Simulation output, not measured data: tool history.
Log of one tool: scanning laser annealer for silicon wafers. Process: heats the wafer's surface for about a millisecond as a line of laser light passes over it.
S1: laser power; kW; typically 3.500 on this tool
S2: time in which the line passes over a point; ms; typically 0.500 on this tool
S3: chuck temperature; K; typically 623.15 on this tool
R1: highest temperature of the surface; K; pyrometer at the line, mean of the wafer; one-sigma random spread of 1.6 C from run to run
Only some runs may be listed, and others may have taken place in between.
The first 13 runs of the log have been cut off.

{"run": 14, "hour": 373.2, "S1": 3.5, "S2": 0.5, "S3": 623.15, "R1": 1344.15}
{"run": 15, "hour": 406.1, "S1": 3.5, "S2": 0.5, "S3": 623.15, "R1": 1342.15}
{"run": 16, "hour": 424.5, "S1": 3.466, "S2": 0.5, "S3": 623.15, "R1": 1335.15}
{"run": 17, "hour": 447.9, "S1": 3.227, "S2": 0.5, "S3": 623.15, "R1": 1286.15}
{"run": 18, "hour": 470.2, "S1": 2.994, "S2": 0.519, "S3": 643.15, "R1": 1271.15}
{"run": 19, "hour": 488.4, "S1": 3.698, "S2": 0.37, "S3": 643.15, "R1": 1279.15}
{"run": 20, "hour": 517.2, "S1": 3.234, "S2": 0.553, "S3": 623.15, "R1": 1325.15}
{"run": 21, "hour": 534.4, "S1": 3.82, "S2": 0.465, "S3": 634.15, "R1": 1382.15}
{"run": 22, "hour": 564.4, "S1": 3.82, "S2": 0.587, "S3": 614.15, "R1": 1469.15}
{"run": 23, "hour": 583.1, "S1": 3.365, "S2": 0.387, "S3": 623.15, "R1": 1218.15}
{"run": 24, "hour": 612.6, "S1": 3.27, "S2": 0.415, "S3": 623.15, "R1": 1220.15}
{"run": 25, "hour": 630.4, "S1": 3.172, "S2": 0.415, "S3": 623.15, "R1": 1205.15}
{"run": 26, "hour": 658.2, "S1": 3.825, "S2": 0.378, "S3": 596.15, "R1": 1258.15}
{"run": 27, "hour": 681.7, "S1": 3.5, "S2": 0.573, "S3": 621.15, "R1": 1387.15}
{"run": 28, "hour": 711.0, "S1": 3.5, "S2": 0.385, "S3": 623.15, "R1": 1235.15}
{"run": 29, "hour": 733.1, "S1": 3.5, "S2": 0.385, "S3": 623.15, "R1": 1235.15}
{"run": 30, "hour": 760.7, "S1": 3.5, "S2": 0.385, "S3": 623.15, "R1": 1235.15}
{"run": 31, "hour": 798.8, "S1": 3.13, "S2": 0.5, "S3": 642.15, "R1": 1278.15}
{"run": 32, "hour": 822.0, "S1": 3.037, "S2": 0.386, "S3": 623.15, "R1": 1151.15}
{"run": 33, "hour": 849.7, "S1": 3.306, "S2": 0.586, "S3": 584.15, "R1": 1316.15}

4 options for the next run, each taken on its own from the tool as it stands now. Forecast them:
{"run": "A", "hour": 872.8, "S1": 3.5, "S2": 0.5, "S3": 637.15, "R1": "?"}
{"run": "B", "hour": 872.8, "S1": 3.332, "S2": 0.5, "S3": 623.15, "R1": "?"}
{"run": "C", "hour": 872.8, "S1": 3.5, "S2": 0.353, "S3": 623.15, "R1": "?"}
{"run": "D", "hour": 872.8, "S1": 3.306, "S2": 0.504, "S3": 584.15, "R1": "?"}

run=A R1=1341.15
run=B R1=1298.15
run=C R1=1202.15
run=D R1=1256.15
Take away the tool's hidden state, keep each run's random variation, and the runs would have read:
run=A R1=1364.15
run=B R1=1319.15
run=C R1=1221.15
run=D R1=1277.15

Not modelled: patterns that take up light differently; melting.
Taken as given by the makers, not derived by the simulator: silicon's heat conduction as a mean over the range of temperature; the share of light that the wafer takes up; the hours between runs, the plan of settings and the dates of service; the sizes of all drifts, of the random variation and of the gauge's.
